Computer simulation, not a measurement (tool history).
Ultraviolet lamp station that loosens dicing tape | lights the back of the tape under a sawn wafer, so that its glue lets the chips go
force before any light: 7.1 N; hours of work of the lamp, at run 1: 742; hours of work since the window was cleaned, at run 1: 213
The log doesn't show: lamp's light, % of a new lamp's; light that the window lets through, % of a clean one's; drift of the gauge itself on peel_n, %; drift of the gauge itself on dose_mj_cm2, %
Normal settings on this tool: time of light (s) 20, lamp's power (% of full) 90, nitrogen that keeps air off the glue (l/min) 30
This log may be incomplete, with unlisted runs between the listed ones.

run	hour	time of light (s)	lamp's power (% of full)	nitrogen that keeps air off the glue (l/min)	hours of work of the lamp	hours of work since the window was cleaned	force that peels the tape off (N)	light that reached the tape (mJ/cm²)
1	0.0	20	90	30	742	213	0.639	350
# hour 20.9: window cleaned of glue's vapour
2	21.8	20	90	30	755	1	0.628	351
3	65.5	20	90	30	781	27	0.629	353
4	94.5	20	64	30	798	44	1.223	248
5	116.3	20	64	30	811	57	1.191	249
6	160.1	20	90	30	837	83	0.635	347
7	181.0	20	90	30	849	95	0.628	345
8	201.2	20	83	30	861	107	0.741	321
9	235.4	20	90	30	882	127	0.631	347
10	261.7	36	69	19	897	143	0.461	480
11	288.2	36	69	19	913	159	0.469	484
12	329.6	20	93	27	937	183	0.630	362
13	373.0	27	89	16	963	209	0.611	463
# hour 400.2: window cleaned of glue's vapour
14	400.8	27	89	11	979	0	0.891	469
15	435.5	12	99	21	1000	21	1.759	233

Predict the results of run 16:
16	471.0	14	71	11	1021	42	?	?

{"run 16": {"force that peels the tape off (N)": 2.953, "light that reached the tape (mJ/cm²)": 189}}
Had the tool carried no hidden state, the very same run would have given force that peels the tape off (N) 2.948, light that reached the tape (mJ/cm²) 189.
